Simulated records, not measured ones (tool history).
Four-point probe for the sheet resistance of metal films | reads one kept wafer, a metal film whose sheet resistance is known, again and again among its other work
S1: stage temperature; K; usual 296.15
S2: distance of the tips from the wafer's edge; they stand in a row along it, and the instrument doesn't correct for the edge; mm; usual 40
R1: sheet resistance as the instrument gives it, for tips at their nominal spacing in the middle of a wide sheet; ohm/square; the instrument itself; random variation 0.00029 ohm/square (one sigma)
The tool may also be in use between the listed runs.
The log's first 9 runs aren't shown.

{"run": 10, "day": 19.525, "S1": 296.15, "S2": 40, "R1": 1.427539}
{"day": 19.762, "done": "stage's thermometer calibrated"}
{"run": 11, "day": 21.075, "S1": 296.15, "S2": 40, "R1": 1.42732}
{"run": 12, "day": 23.571, "S1": 296.15, "S2": 40, "R1": 1.427051}
{"run": 13, "day": 26.05, "S1": 296.15, "S2": 40, "R1": 1.427265}
{"run": 14, "day": 27.675, "S1": 296.15, "S2": 40, "R1": 1.426751}
{"run": 15, "day": 30.15, "S1": 296.15, "S2": 40, "R1": 1.426739}
{"day": 31.392, "done": "stage's thermometer calibrated, once more"}
{"run": 16, "day": 32.533, "S1": 296.15, "S2": 40, "R1": 1.427722}
{"run": 17, "day": 34.329, "S1": 296.15, "S2": 40, "R1": 1.427622}
{"run": 18, "day": 36.912, "S1": 302.15, "S2": 6, "R1": 1.454558}
{"run": 19, "day": 38.921, "S1": 302.15, "S2": 6, "R1": 1.454413}
{"run": 20, "day": 41.442, "S1": 303.15, "S2": 6, "R1": 1.452864}
{"run": 21, "day": 43.375, "S1": 303.15, "S2": 6, "R1": 1.453006}
{"run": 22, "day": 45.121, "S1": 294.15, "S2": 67, "R1": 1.427369}
{"run": 23, "day": 47.804, "S1": 294.15, "S2": 67, "R1": 1.427433}
{"run": 24, "day": 50.154, "S1": 293.15, "S2": 12, "R1": 1.436731}
{"run": 25, "day": 51.633, "S1": 297.15, "S2": 72, "R1": 1.424284}
{"run": 26, "day": 53.158, "S1": 297.15, "S2": 72, "R1": 1.423653}
{"run": 27, "day": 55.162, "S1": 298.15, "S2": 3, "R1": 1.547298}
{"run": 28, "day": 56.988, "S1": 305.15, "S2": 3, "R1": 1.54028}
{"run": 29, "day": 58.646, "S1": 300.15, "S2": 40, "R1": 1.421425}
{"run": 30, "day": 60.446, "S1": 298.15, "S2": 12, "R1": 1.430835}
{"run": 31, "day": 62.504, "S1": 294.15, "S2": 59, "R1": 1.42539}
{"run": 32, "day": 64.521, "S1": 294.15, "S2": 59, "R1": 1.426586}

Forecast each of these 5 alternatives for the next run:
{"run": "A", "day": 66.025, "S1": 296.15, "S2": 6, "R1": "?"}
{"run": "B", "day": 66.025, "S1": 293.15, "S2": 9, "R1": "?"}
{"run": "C", "day": 66.025, "S1": 305.15, "S2": 4, "R1": "?"}
{"run": "D", "day": 66.025, "S1": 295.15, "S2": 48, "R1": "?"}
{"run": "E", "day": 66.025, "S1": 295.15, "S2": 64, "R1": "?"}

run=A R1=1.457158
run=B R1=1.441133
run=C R1=1.488292
run=D R1=1.425085
run=E R1=1.424852
Without the tool's hidden state the same runs would have given:
run=A R1=1.468544
run=B R1=1.452411
run=C R1=1.499878
run=D R1=1.436242
run=E R1=1.436007
